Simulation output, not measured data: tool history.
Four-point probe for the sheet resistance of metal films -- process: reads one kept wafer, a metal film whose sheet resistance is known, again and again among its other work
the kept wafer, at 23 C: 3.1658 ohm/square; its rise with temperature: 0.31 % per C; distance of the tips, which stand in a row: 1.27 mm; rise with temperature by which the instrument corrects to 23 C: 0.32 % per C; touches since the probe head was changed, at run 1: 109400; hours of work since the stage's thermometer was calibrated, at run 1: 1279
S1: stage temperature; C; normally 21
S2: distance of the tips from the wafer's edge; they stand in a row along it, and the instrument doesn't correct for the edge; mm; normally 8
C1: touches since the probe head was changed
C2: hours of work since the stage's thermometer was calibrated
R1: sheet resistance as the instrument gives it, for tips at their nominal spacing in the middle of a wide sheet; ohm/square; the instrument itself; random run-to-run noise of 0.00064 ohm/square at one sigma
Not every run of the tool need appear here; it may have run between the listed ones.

run     day  S1  S2      C1    C2        R1
  1   0.000  21   8  109400  1279  3.217602
  2   4.183  21   8  113605  1334  3.218617
      5.546  -- new probe head fitted
  3   8.129  21   8    2595  1386  3.187700
  4  12.588  21   8    7073  1445  3.188607
  5  15.846  21   8   10351  1489  3.188456
  6  19.042  21   8   13560  1531  3.187967
  7  21.529  21   8   16063  1564  3.190258
  8  23.512  21   8   18054  1590  3.191205
  9  25.425  21   8   19977  1616  3.189934
 10  29.258  21   8   23828  1667  3.190208
 11  31.621  28   8   26201  1698  3.189364
     33.092  -- stage's thermometer calibrated
 12  34.900  32   8   29478    24  3.195104
 13  38.046  32   8   32637    66  3.195677
 14  40.954  32   8   35563   104  3.196095
 15  44.650  32   8   39277   154  3.196600
 16  46.662  32   8   41297   180  3.197519
 17  49.925  19  35   44575   224  3.161530
 18  52.846  30  14   47511   262  3.169873
 19  56.004  20   3   50686   304  3.435922
 20  59.929  26  22   54630   356  3.164468

Run 21, settings as shown, results not yet in. Your forecast:
 21  63.346  19   9  58062  402   ?

Run 21 gave R1 3.194835 ohm/square.
Take away the tool's hidden state, keep the run-to-run variation as it was, and the same run would have given R1 3.201190 ohm/square.
